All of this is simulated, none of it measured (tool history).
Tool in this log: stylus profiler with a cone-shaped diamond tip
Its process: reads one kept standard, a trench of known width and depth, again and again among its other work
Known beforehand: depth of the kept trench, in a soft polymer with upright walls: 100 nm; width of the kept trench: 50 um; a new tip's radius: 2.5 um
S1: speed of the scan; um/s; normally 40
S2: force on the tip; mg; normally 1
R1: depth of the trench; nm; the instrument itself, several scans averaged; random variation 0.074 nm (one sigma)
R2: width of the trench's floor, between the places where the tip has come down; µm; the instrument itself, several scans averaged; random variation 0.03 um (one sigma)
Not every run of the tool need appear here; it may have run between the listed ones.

run	hour	S1	S2	R1	R2
1	0	40	1	100.46	48.07
2	46.2	40	1	100.36	48.03
3	138.9	40	1	100.41	48
4	230.7	40	1	100.26	47.9
5	276.5	84	1	100.41	47.52
6	375.4	84	1	100.33	47.49
7	415.5	40	1.52	100.41	47.86
8	482.5	40	1.52	100.56	47.96
9	540.3	40	1.52	100.48	47.88
10	613.9	18	1.88	100.61	47.99
11	710.1	18	1.88	100.58	47.93
12	802.1	18	1.88	100.36	47.97
13	883	14	1.88	100.4	47.93
14	935.6	40	0.37	99.97	47.36

Below are 5 alternative next runs, each starting from the tool's condition after run 14. Predict each:
A	980.4	40	0.72	?	?
B	980.4	11	0.37	?	?
C	980.4	70	0.7	?	?
D	980.4	34	0.83	?	?
E	980.4	40	0.89	?	?

run	R1	R2
A	100.13	47.44
B	99.95	47.8
C	100.05	47.21
D	100.18	47.61
E	100.18	47.53
Stripped of hidden state, with their random variation kept, the same runs would have yielded:
run	R1	R2
A	100.39	48.11
B	100.2	48.46
C	100.31	47.87
D	100.44	48.27
E	100.44	48.19
